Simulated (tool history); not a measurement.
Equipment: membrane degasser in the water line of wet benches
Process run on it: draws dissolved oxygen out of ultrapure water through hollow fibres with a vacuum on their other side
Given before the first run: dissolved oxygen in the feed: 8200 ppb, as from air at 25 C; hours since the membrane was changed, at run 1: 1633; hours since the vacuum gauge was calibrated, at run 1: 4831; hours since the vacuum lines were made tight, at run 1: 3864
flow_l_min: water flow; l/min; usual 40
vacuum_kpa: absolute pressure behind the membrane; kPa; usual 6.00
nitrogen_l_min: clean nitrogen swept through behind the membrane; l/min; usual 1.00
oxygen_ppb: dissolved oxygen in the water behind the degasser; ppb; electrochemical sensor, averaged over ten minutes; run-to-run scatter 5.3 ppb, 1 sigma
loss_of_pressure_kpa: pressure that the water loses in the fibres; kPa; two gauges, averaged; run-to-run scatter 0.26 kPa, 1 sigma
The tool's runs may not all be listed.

run,hour,flow_l_min,vacuum_kpa,nitrogen_l_min,hours since the membrane was changed,hours since the vacuum gauge was calibrated,hours since the vacuum lines were made tight,oxygen_ppb,loss_of_pressure_kpa
1,0.0,40,6.00,1.00,1633,4831,3864,588.4,70.93
2,39.5,27,6.00,1.00,1672,4870,3903,277.8,48.22
3,72.3,27,6.00,1.00,1705,4903,3936,275.6,48.12
4,125.0,27,3.98,1.00,1758,4956,3989,163.7,48.22
# hour 138.0: seals of the vacuum lines changed
5,165.9,27,3.98,1.00,1796,4995,28,163.8,48.24
6,209.9,27,3.98,1.00,1840,5039,72,165.3,48.02
7,261.5,40,6.00,0.64,1892,5090,124,671.9,70.86
8,304.2,40,5.74,0.64,1935,5133,166,644.9,71.36
9,333.5,40,6.00,1.00,1964,5162,195,569.9,71.62
10,383.8,40,6.00,1.00,2014,5213,246,575.6,71.62
11,414.3,40,6.00,1.00,2045,5243,276,574.3,71.47
12,446.8,40,6.00,1.00,2077,5276,309,584.0,71.92
13,499.6,40,6.00,0.44,2130,5328,362,761.3,71.11
14,526.1,40,6.00,1.00,2157,5355,388,578.2,71.66
15,560.9,25,6.00,1.00,2191,5390,423,237.8,44.68
16,587.2,25,6.00,1.00,2218,5416,449,243.2,44.77
17,640.4,38,9.43,2.66,2271,5469,502,503.1,68.37
18,668.4,38,9.43,2.66,2299,5497,530,503.4,68.22
19,719.1,38,9.43,2.66,2350,5548,581,507.6,68.20
20,773.3,33,9.43,2.10,2404,5602,635,428.5,59.41
21,812.6,54,6.97,1.00,2443,5641,675,1047.3,97.48
22,836.7,54,6.97,1.00,2467,5665,699,1074.7,97.40
23,871.3,25,4.25,1.00,2502,5700,733,155.7,44.95
24,907.3,25,4.25,1.00,2538,5736,769,154.4,44.75
25,956.0,25,4.25,1.00,2587,5785,818,150.2,44.98
26,999.0,25,4.25,1.00,2629,5828,861,151.1,45.13
27,1039.6,46,7.19,0.93,2670,5868,902,864.1,83.14
28,1090.1,50,4.54,1.11,2721,5919,952,737.6,89.95
29,1145.9,47,12.63,2.36,2776,5975,1008,884.5,84.93
30,1174.3,47,5.96,1.12,2805,6003,1036,750.9,85.12
31,1219.6,47,5.96,1.12,2850,6048,1082,764.0,85.28
32,1265.3,47,5.96,1.12,2896,6094,1127,759.0,84.67

Here are 4 independent what-if runs from the current tool condition. What would each one return?
A,1301.2,40,3.73,1.00,2932,6130,1163,?,?
B,1301.2,25,6.00,2.30,2932,6130,1163,?,?
C,1301.2,33,5.96,1.12,2932,6130,1163,?,?
D,1301.2,58,5.96,1.12,2932,6130,1163,?,?

run,oxygen_ppb,loss_of_pressure_kpa
A,428.1,72.36
B,163.5,45.28
C,394.6,59.95
D,1087.1,104.75
What these runs would have given with no unlogged condition in the tool:
run,oxygen_ppb,loss_of_pressure_kpa
A,358.2,69.37
B,140.0,43.43
C,345.1,57.48
D,986.4,100.44
